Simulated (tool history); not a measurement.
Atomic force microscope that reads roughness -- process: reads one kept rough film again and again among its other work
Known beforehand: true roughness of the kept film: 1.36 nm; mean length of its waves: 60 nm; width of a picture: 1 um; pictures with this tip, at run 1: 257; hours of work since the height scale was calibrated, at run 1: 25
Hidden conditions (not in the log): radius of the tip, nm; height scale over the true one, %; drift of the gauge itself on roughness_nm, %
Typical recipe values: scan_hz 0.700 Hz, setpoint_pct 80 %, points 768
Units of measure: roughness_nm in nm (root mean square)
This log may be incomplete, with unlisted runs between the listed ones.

| run | hour | scan_hz | setpoint_pct | points | pictures with this tip | hours of work since the height scale was calibrated | roughness_nm |
|---|---|---|---|---|---|---|---|
| 1 | 0.0 | 0.700 | 80 | 768 | 257 | 25 | 1.249 |
| 2 | 40.7 | 0.700 | 80 | 710 | 339 | 56 | 1.246 |
|  | 64.7 | new tip fitted |
| 3 | 89.4 | 0.700 | 80 | 710 | 49 | 93 | 1.250 |
| 4 | 167.3 | 0.700 | 80 | 710 | 205 | 152 | 1.248 |
| 5 | 219.1 | 0.700 | 57 | 768 | 309 | 191 | 1.321 |
|  | 259.4 | new tip fitted |
| 6 | 279.2 | 0.700 | 80 | 768 | 40 | 236 | 1.250 |
| 7 | 317.7 | 0.700 | 80 | 768 | 117 | 265 | 1.247 |
| 8 | 364.0 | 0.700 | 80 | 768 | 210 | 301 | 1.248 |
| 9 | 417.6 | 0.700 | 80 | 768 | 317 | 341 | 1.250 |
|  | 452.5 | new tip fitted |
| 10 | 466.5 | 0.724 | 80 | 768 | 28 | 378 | 1.246 |
| 11 | 539.3 | 0.724 | 80 | 768 | 174 | 433 | 1.245 |
| 12 | 603.8 | 0.700 | 80 | 712 | 302 | 482 | 1.248 |
| 13 | 637.5 | 0.700 | 80 | 712 | 370 | 507 | 1.251 |
|  | 645.9 | new tip fitted |
| 14 | 699.6 | 0.700 | 80 | 712 | 107 | 554 | 1.251 |
| 15 | 756.2 | 0.700 | 80 | 712 | 220 | 597 | 1.249 |
| 16 | 806.3 | 0.700 | 80 | 768 | 321 | 635 | 1.248 |
|  | 836.9 | new tip fitted |
| 17 | 880.1 | 0.554 | 80 | 768 | 86 | 690 | 1.265 |
| 18 | 946.5 | 0.554 | 80 | 768 | 219 | 741 | 1.267 |
| 19 | 1023.2 | 0.700 | 80 | 628 | 373 | 799 | 1.247 |
|  | 1029.1 | new tip fitted |
| 20 | 1083.2 | 0.700 | 80 | 628 | 109 | 844 | 1.249 |
| 21 | 1138.1 | 0.700 | 80 | 768 | 219 | 886 | 1.249 |
| 22 | 1203.4 | 0.700 | 80 | 768 | 349 | 935 | 1.246 |
|  | 1219.3 | new tip fitted |
| 23 | 1264.7 | 0.700 | 80 | 768 | 91 | 981 | 1.250 |
| 24 | 1300.5 | 2.551 | 80 | 768 | 163 | 1008 | 1.052 |
| 25 | 1344.0 | 2.551 | 80 | 768 | 250 | 1041 | 1.051 |
| 26 | 1391.3 | 0.700 | 80 | 768 | 344 | 1077 | 1.250 |
|  | 1413.6 | new tip fitted |
|  | 1436.5 | height scale calibrated on a step standard |
| 27 | 1456.2 | 1.553 | 80 | 768 | 83 | 15 | 1.151 |
| 28 | 1531.0 | 3.051 | 80 | 683 | 233 | 72 | 1.008 |
| 29 | 1576.7 | 2.196 | 66 | 841 | 324 | 106 | 1.212 |
|  | 1605.5 | new tip fitted |
| 30 | 1650.1 | 1.352 | 88 | 428 | 89 | 161 | 1.105 |
| 31 | 1700.6 | 0.938 | 88 | 428 | 190 | 200 | 1.168 |
| 32 | 1755.9 | 2.633 | 57 | 321 | 301 | 242 | 1.251 |
|  | 1797.2 | new tip fitted |
| 33 | 1822.6 | 3.096 | 87 | 486 | 51 | 292 | 0.915 |
| 34 | 1866.4 | 1.626 | 80 | 257 | 139 | 325 | 1.140 |
| 35 | 1918.9 | 1.626 | 64 | 257 | 244 | 365 | 1.248 |
| 36 | 1951.1 | 1.626 | 64 | 257 | 308 | 389 | 1.247 |
|  | 1990.4 | new tip fitted |
| 37 | 1990.4 | 1.626 | 64 | 257 | 0 | 419 | 1.249 |
| 38 | 2062.7 | 3.849 | 61 | 768 | 145 | 473 | 1.175 |
| 39 | 2107.7 | 0.700 | 82 | 530 | 235 | 507 | 1.238 |
| 40 | 2162.5 | 2.673 | 67 | 384 | 344 | 549 | 1.171 |
|  | 2184.9 | new tip fitted |
| 41 | 2224.8 | 2.616 | 67 | 358 | 80 | 596 | 1.176 |
| 42 | 2269.7 | 2.616 | 75 | 686 | 170 | 630 | 1.102 |
| 43 | 2327.1 | 1.542 | 67 | 768 | 285 | 673 | 1.240 |
|  | 2375.6 | new tip fitted |
| 44 | 2385.3 | 0.700 | 68 | 333 | 19 | 717 | 1.291 |
| 45 | 2424.3 | 0.700 | 73 | 768 | 97 | 747 | 1.277 |
| 46 | 2466.8 | 0.712 | 63 | 768 | 182 | 779 | 1.305 |
| 47 | 2526.4 | 0.543 | 67 | 859 | 302 | 824 | 1.307 |
|  | 2567.2 | new tip fitted |
| 48 | 2601.5 | 0.543 | 67 | 859 | 69 | 881 | 1.309 |
| 49 | 2679.0 | 0.543 | 67 | 859 | 224 | 939 | 1.309 |
| 50 | 2749.8 | 0.543 | 67 | 859 | 366 | 993 | 1.308 |
|  | 2759.6 | new tip fitted |
| 51 | 2797.0 | 0.543 | 67 | 859 | 75 | 1028 | 1.307 |

Take each entry between the runs: how does the hidden state at the last listed run before it differ from the hidden state at the first listed run after it?
From run 2 to run 3: new tip fitted (hour 64.7)
  radius of the tip, nm: 7.7 -> 7.1
From run 5 to run 6: new tip fitted (hour 259.4)
  radius of the tip, nm: 7.7 -> 7.1; height scale over the true one, %: 0 -> 0.01
From run 9 to run 10: new tip fitted (hour 452.5)
  radius of the tip, nm: 7.8 -> 7.1; height scale over the true one, %: 0.01 -> 0.02
From run 13 to run 14: new tip fitted (hour 645.9)
  radius of the tip, nm: 7.9 -> 7.3; height scale over the true one, %: 0.02 -> 0.03
From run 16 to run 17: new tip fitted (hour 836.9)
  radius of the tip, nm: 7.8 -> 7.2; height scale over the true one, %: 0.03 -> 0.04
From run 19 to run 20: new tip fitted (hour 1029.1)
  radius of the tip, nm: 7.9 -> 7.3; height scale over the true one, %: 0.04 -> 0.05
From run 22 to run 23: new tip fitted (hour 1219.3)
  radius of the tip, nm: 7.9 -> 7.2
From run 26 to run 27: new tip fitted (hour 1413.6); height scale calibrated on a step standard (hour 1436.5)
  radius of the tip, nm: 7.9 -> 7.2; height scale over the true one, %: 0.06 -> 0
From run 29 to run 30: new tip fitted (hour 1605.5)
  radius of the tip, nm: 7.8 -> 7.2; height scale over the true one, %: 0 -> 0.01
From run 32 to run 33: new tip fitted (hour 1797.2)
  radius of the tip, nm: 7.7 -> 7.1; height scale over the true one, %: 0.01 -> 0.02
From run 36 to run 37: new tip fitted (hour 1990.4)
  radius of the tip, nm: 7.8 -> 7
From run 40 to run 41: new tip fitted (hour 2184.9)
  radius of the tip, nm: 7.8 -> 7.2; height scale over the true one, %: 0.03 -> 0.04
From run 43 to run 44: new tip fitted (hour 2375.6)
  radius of the tip, nm: 7.7 -> 7.1
From run 47 to run 48: new tip fitted (hour 2567.2)
  radius of the tip, nm: 7.7 -> 7.2
From run 50 to run 51: new tip fitted (hour 2759.6)
  radius of the tip, nm: 7.9 -> 7.2
